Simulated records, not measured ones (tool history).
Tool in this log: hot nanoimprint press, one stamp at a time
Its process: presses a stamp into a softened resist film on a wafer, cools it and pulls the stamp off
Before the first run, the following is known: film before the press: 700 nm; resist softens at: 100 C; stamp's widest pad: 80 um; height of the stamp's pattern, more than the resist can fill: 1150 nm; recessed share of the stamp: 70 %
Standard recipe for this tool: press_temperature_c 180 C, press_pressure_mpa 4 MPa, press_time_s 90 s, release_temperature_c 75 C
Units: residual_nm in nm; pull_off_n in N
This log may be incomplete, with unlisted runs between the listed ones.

{"run": 1, "hour": 0.0, "press_temperature_c": 180, "press_pressure_mpa": 4, "press_time_s": 90, "release_temperature_c": 75, "residual_nm": 362.9, "pull_off_n": 123}
{"run": 2, "hour": 20.8, "press_temperature_c": 180, "press_pressure_mpa": 4, "press_time_s": 90, "release_temperature_c": 75, "residual_nm": 362, "pull_off_n": 124}
{"run": 3, "hour": 33.3, "press_temperature_c": 180, "press_pressure_mpa": 3.8, "press_time_s": 90, "release_temperature_c": 75, "residual_nm": 369.9, "pull_off_n": 120}
{"run": 4, "hour": 43.1, "press_temperature_c": 180, "press_pressure_mpa": 3.8, "press_time_s": 90, "release_temperature_c": 75, "residual_nm": 371.4, "pull_off_n": 120}
{"run": 5, "hour": 58.2, "press_temperature_c": 180, "press_pressure_mpa": 3.8, "press_time_s": 90, "release_temperature_c": 75, "residual_nm": 370.3, "pull_off_n": 124}
{"run": 6, "hour": 73.6, "press_temperature_c": 180, "press_pressure_mpa": 3.8, "press_time_s": 90, "release_temperature_c": 74, "residual_nm": 374.1, "pull_off_n": 127}
{"run": 7, "hour": 85.9, "press_temperature_c": 180, "press_pressure_mpa": 3.8, "press_time_s": 90, "release_temperature_c": 74, "residual_nm": 370.1, "pull_off_n": 124}
{"run": 8, "hour": 103.5, "press_temperature_c": 180, "press_pressure_mpa": 4, "press_time_s": 90, "release_temperature_c": 75, "residual_nm": 364.4, "pull_off_n": 121}
{"run": 9, "hour": 127.2, "press_temperature_c": 180, "press_pressure_mpa": 4, "press_time_s": 90, "release_temperature_c": 75, "residual_nm": 363.4, "pull_off_n": 125}
{"run": 10, "hour": 143.2, "press_temperature_c": 180, "press_pressure_mpa": 4, "press_time_s": 90, "release_temperature_c": 75, "residual_nm": 366.9, "pull_off_n": 125}
{"run": 11, "hour": 153.8, "press_temperature_c": 180, "press_pressure_mpa": 4, "press_time_s": 90, "release_temperature_c": 75, "residual_nm": 364.2, "pull_off_n": 127}
{"run": 12, "hour": 173.3, "press_temperature_c": 180, "press_pressure_mpa": 4, "press_time_s": 90, "release_temperature_c": 75, "residual_nm": 367.6, "pull_off_n": 127}
{"run": 13, "hour": 194.0, "press_temperature_c": 188, "press_pressure_mpa": 3.97, "press_time_s": 90, "release_temperature_c": 75, "residual_nm": 279, "pull_off_n": 130}
{"hour": 222.6, "done": "stamp cleaned and given a new release coat"}
{"run": 14, "hour": 222.6, "press_temperature_c": 180, "press_pressure_mpa": 2.54, "press_time_s": 90, "release_temperature_c": 74, "residual_nm": 437, "pull_off_n": 123}
{"run": 15, "hour": 242.1, "press_temperature_c": 180, "press_pressure_mpa": 2.58, "press_time_s": 90, "release_temperature_c": 74, "residual_nm": 433.2, "pull_off_n": 122}
{"run": 16, "hour": 252.9, "press_temperature_c": 180, "press_pressure_mpa": 2.58, "press_time_s": 65, "release_temperature_c": 74, "residual_nm": 478.7, "pull_off_n": 123}
{"run": 17, "hour": 266.1, "press_temperature_c": 180, "press_pressure_mpa": 4, "press_time_s": 100, "release_temperature_c": 80, "residual_nm": 357.5, "pull_off_n": 110}
{"run": 18, "hour": 282.7, "press_temperature_c": 180, "press_pressure_mpa": 4, "press_time_s": 100, "release_temperature_c": 80, "residual_nm": 353.7, "pull_off_n": 112}
{"run": 19, "hour": 294.3, "press_temperature_c": 181, "press_pressure_mpa": 3.59, "press_time_s": 144, "release_temperature_c": 62, "residual_nm": 309.6, "pull_off_n": 151}
{"run": 20, "hour": 304.9, "press_temperature_c": 181, "press_pressure_mpa": 3.59, "press_time_s": 144, "release_temperature_c": 62, "residual_nm": 315, "pull_off_n": 149}
{"run": 21, "hour": 315.1, "press_temperature_c": 180, "press_pressure_mpa": 3.54, "press_time_s": 90, "release_temperature_c": 68, "residual_nm": 386.8, "pull_off_n": 139}

Forecast run 22:
{"run": 22, "hour": 330.3, "press_temperature_c": 172, "press_pressure_mpa": 4, "press_time_s": 74, "release_temperature_c": 75, "residual_nm": "?", "pull_off_n": "?"}

Run 22 came out at residual_nm 506.9 nm, pull_off_n 123 N.
The same run, on a tool lacking any hidden state, would have yielded residual_nm 489.1 nm, pull_off_n 117 N.
